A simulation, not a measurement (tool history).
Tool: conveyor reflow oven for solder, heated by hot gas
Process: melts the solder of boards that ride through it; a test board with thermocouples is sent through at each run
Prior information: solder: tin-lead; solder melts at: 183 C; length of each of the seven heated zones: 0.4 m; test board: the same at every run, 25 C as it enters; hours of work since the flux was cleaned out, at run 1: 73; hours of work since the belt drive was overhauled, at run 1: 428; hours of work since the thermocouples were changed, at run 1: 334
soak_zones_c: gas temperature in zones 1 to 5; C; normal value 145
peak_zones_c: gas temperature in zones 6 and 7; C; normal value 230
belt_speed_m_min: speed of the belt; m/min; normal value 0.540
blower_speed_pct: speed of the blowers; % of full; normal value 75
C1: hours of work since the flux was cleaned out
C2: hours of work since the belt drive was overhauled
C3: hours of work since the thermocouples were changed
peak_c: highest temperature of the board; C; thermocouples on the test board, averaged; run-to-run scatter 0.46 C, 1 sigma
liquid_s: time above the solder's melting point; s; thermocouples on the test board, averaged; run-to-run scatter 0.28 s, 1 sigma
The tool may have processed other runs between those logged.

{"run": 1, "day": 0.0, "soak_zones_c": 145, "peak_zones_c": 230, "belt_speed_m_min": 0.54, "blower_speed_pct": 75, "C1": 73, "C2": 428, "C3": 334, "peak_c": 218.9, "liquid_s": 73.5}
{"run": 2, "day": 0.821, "soak_zones_c": 148, "peak_zones_c": 230, "belt_speed_m_min": 0.54, "blower_speed_pct": 75, "C1": 89, "C2": 444, "C3": 349, "peak_c": 220.8, "liquid_s": 75.0}
{"run": 3, "day": 1.488, "soak_zones_c": 141, "peak_zones_c": 230, "belt_speed_m_min": 0.54, "blower_speed_pct": 75, "C1": 101, "C2": 456, "C3": 362, "peak_c": 219.0, "liquid_s": 71.5}
{"run": 4, "day": 2.15, "soak_zones_c": 141, "peak_zones_c": 230, "belt_speed_m_min": 0.54, "blower_speed_pct": 75, "C1": 113, "C2": 469, "C3": 374, "peak_c": 219.7, "liquid_s": 71.4}
{"run": 5, "day": 2.883, "soak_zones_c": 141, "peak_zones_c": 230, "belt_speed_m_min": 0.54, "blower_speed_pct": 75, "C1": 127, "C2": 482, "C3": 388, "peak_c": 219.4, "liquid_s": 71.6}
{"run": 6, "day": 3.617, "soak_zones_c": 145, "peak_zones_c": 230, "belt_speed_m_min": 0.54, "blower_speed_pct": 75, "C1": 141, "C2": 496, "C3": 402, "peak_c": 219.9, "liquid_s": 73.0}
{"run": 7, "day": 4.075, "soak_zones_c": 145, "peak_zones_c": 230, "belt_speed_m_min": 0.54, "blower_speed_pct": 75, "C1": 149, "C2": 504, "C3": 410, "peak_c": 220.6, "liquid_s": 73.5}
{"run": 8, "day": 4.479, "soak_zones_c": 145, "peak_zones_c": 230, "belt_speed_m_min": 0.54, "blower_speed_pct": 54, "C1": 157, "C2": 512, "C3": 418, "peak_c": 214.8, "liquid_s": 67.5}
{"run": 9, "day": 4.892, "soak_zones_c": 145, "peak_zones_c": 230, "belt_speed_m_min": 0.54, "blower_speed_pct": 65, "C1": 165, "C2": 520, "C3": 425, "peak_c": 218.0, "liquid_s": 70.7}
{"run": 10, "day": 5.504, "soak_zones_c": 145, "peak_zones_c": 230, "belt_speed_m_min": 0.54, "blower_speed_pct": 65, "C1": 176, "C2": 531, "C3": 437, "peak_c": 218.3, "liquid_s": 71.0}
{"run": 11, "day": 6.45, "soak_zones_c": 145, "peak_zones_c": 240, "belt_speed_m_min": 0.54, "blower_speed_pct": 75, "C1": 194, "C2": 549, "C3": 454, "peak_c": 229.3, "liquid_s": 79.0}
{"run": 12, "day": 7.258, "soak_zones_c": 145, "peak_zones_c": 240, "belt_speed_m_min": 0.54, "blower_speed_pct": 75, "C1": 209, "C2": 564, "C3": 469, "peak_c": 229.8, "liquid_s": 79.8}
{"run": 13, "day": 7.958, "soak_zones_c": 145, "peak_zones_c": 230, "belt_speed_m_min": 0.54, "blower_speed_pct": 75, "C1": 222, "C2": 577, "C3": 483, "peak_c": 220.1, "liquid_s": 72.8}
{"run": 14, "day": 8.638, "soak_zones_c": 145, "peak_zones_c": 230, "belt_speed_m_min": 0.54, "blower_speed_pct": 75, "C1": 234, "C2": 590, "C3": 495, "peak_c": 220.5, "liquid_s": 73.5}
{"run": 15, "day": 9.096, "soak_zones_c": 145, "peak_zones_c": 221, "belt_speed_m_min": 0.54, "blower_speed_pct": 75, "C1": 243, "C2": 598, "C3": 504, "peak_c": 211.4, "liquid_s": 66.3}
{"run": 16, "day": 9.667, "soak_zones_c": 144, "peak_zones_c": 221, "belt_speed_m_min": 0.54, "blower_speed_pct": 75, "C1": 254, "C2": 609, "C3": 514, "peak_c": 211.6, "liquid_s": 66.6}
{"run": 17, "day": 10.175, "soak_zones_c": 144, "peak_zones_c": 221, "belt_speed_m_min": 0.595, "blower_speed_pct": 75, "C1": 263, "C2": 618, "C3": 524, "peak_c": 209.3, "liquid_s": 56.7}
{"run": 18, "day": 10.942, "soak_zones_c": 147, "peak_zones_c": 229, "belt_speed_m_min": 0.567, "blower_speed_pct": 75, "C1": 277, "C2": 633, "C3": 538, "peak_c": 218.7, "liquid_s": 69.1}
{"run": 19, "day": 11.712, "soak_zones_c": 145, "peak_zones_c": 219, "belt_speed_m_min": 0.485, "blower_speed_pct": 75, "C1": 292, "C2": 647, "C3": 553, "peak_c": 212.4, "liquid_s": 75.8}
{"run": 20, "day": 12.446, "soak_zones_c": 145, "peak_zones_c": 219, "belt_speed_m_min": 0.485, "blower_speed_pct": 57, "C1": 306, "C2": 661, "C3": 566, "peak_c": 209.0, "liquid_s": 70.0}
{"run": 21, "day": 13.133, "soak_zones_c": 145, "peak_zones_c": 218, "belt_speed_m_min": 0.485, "blower_speed_pct": 57, "C1": 318, "C2": 673, "C3": 579, "peak_c": 208.3, "liquid_s": 69.1}
{"run": 22, "day": 13.808, "soak_zones_c": 145, "peak_zones_c": 218, "belt_speed_m_min": 0.485, "blower_speed_pct": 58, "C1": 331, "C2": 686, "C3": 592, "peak_c": 208.0, "liquid_s": 69.5}
{"run": 23, "day": 14.721, "soak_zones_c": 151, "peak_zones_c": 239, "belt_speed_m_min": 0.458, "blower_speed_pct": 75, "C1": 348, "C2": 703, "C3": 609, "peak_c": 231.7, "liquid_s": 98.5}
{"run": 24, "day": 15.125, "soak_zones_c": 151, "peak_zones_c": 239, "belt_speed_m_min": 0.458, "blower_speed_pct": 75, "C1": 356, "C2": 711, "C3": 616, "peak_c": 232.7, "liquid_s": 99.0}
{"run": 25, "day": 15.996, "soak_zones_c": 152, "peak_zones_c": 239, "belt_speed_m_min": 0.448, "blower_speed_pct": 75, "C1": 372, "C2": 727, "C3": 633, "peak_c": 232.1, "liquid_s": 101.4}
{"run": 26, "day": 16.446, "soak_zones_c": 133, "peak_zones_c": 230, "belt_speed_m_min": 0.629, "blower_speed_pct": 75, "C1": 380, "C2": 735, "C3": 641, "peak_c": 214.0, "liquid_s": 53.2}
{"run": 27, "day": 17.354, "soak_zones_c": 145, "peak_zones_c": 230, "belt_speed_m_min": 0.518, "blower_speed_pct": 75, "C1": 397, "C2": 752, "C3": 658, "peak_c": 221.4, "liquid_s": 76.7}
{"day": 17.7, "done": "flux residue cleaned out of gas plates and filters"}
{"run": 28, "day": 18.108, "soak_zones_c": 145, "peak_zones_c": 224, "belt_speed_m_min": 0.54, "blower_speed_pct": 75, "C1": 8, "C2": 762, "C3": 668, "peak_c": 214.4, "liquid_s": 69.3}
{"run": 29, "day": 18.833, "soak_zones_c": 145, "peak_zones_c": 224, "belt_speed_m_min": 0.54, "blower_speed_pct": 75, "C1": 21, "C2": 776, "C3": 682, "peak_c": 214.5, "liquid_s": 69.0}
{"run": 30, "day": 19.271, "soak_zones_c": 145, "peak_zones_c": 230, "belt_speed_m_min": 0.501, "blower_speed_pct": 82, "C1": 29, "C2": 784, "C3": 690, "peak_c": 222.5, "liquid_s": 81.9}

Here are 3 independent what-if runs from the current tool condition. What would each one return?
{"run": "A", "day": 20.008, "soak_zones_c": 147, "peak_zones_c": 230, "belt_speed_m_min": 0.54, "blower_speed_pct": 86, "C1": 43, "C2": 798, "C3": 704, "peak_c": "?", "liquid_s": "?"}
{"run": "B", "day": 20.008, "soak_zones_c": 145, "peak_zones_c": 229, "belt_speed_m_min": 0.501, "blower_speed_pct": 82, "C1": 43, "C2": 798, "C3": 704, "peak_c": "?", "liquid_s": "?"}
{"run": "C", "day": 20.008, "soak_zones_c": 137, "peak_zones_c": 230, "belt_speed_m_min": 0.54, "blower_speed_pct": 75, "C1": 43, "C2": 798, "C3": 704, "peak_c": "?", "liquid_s": "?"}

run=A peak_c=221.7 liquid_s=75.8
run=B peak_c=222.3 liquid_s=82.1
run=C peak_c=219.3 liquid_s=69.7
Without the tool's hidden state the same runs would have given:
run=A peak_c=221.7 liquid_s=75.7
run=B peak_c=222.3 liquid_s=82.0
run=C peak_c=219.3 liquid_s=69.6

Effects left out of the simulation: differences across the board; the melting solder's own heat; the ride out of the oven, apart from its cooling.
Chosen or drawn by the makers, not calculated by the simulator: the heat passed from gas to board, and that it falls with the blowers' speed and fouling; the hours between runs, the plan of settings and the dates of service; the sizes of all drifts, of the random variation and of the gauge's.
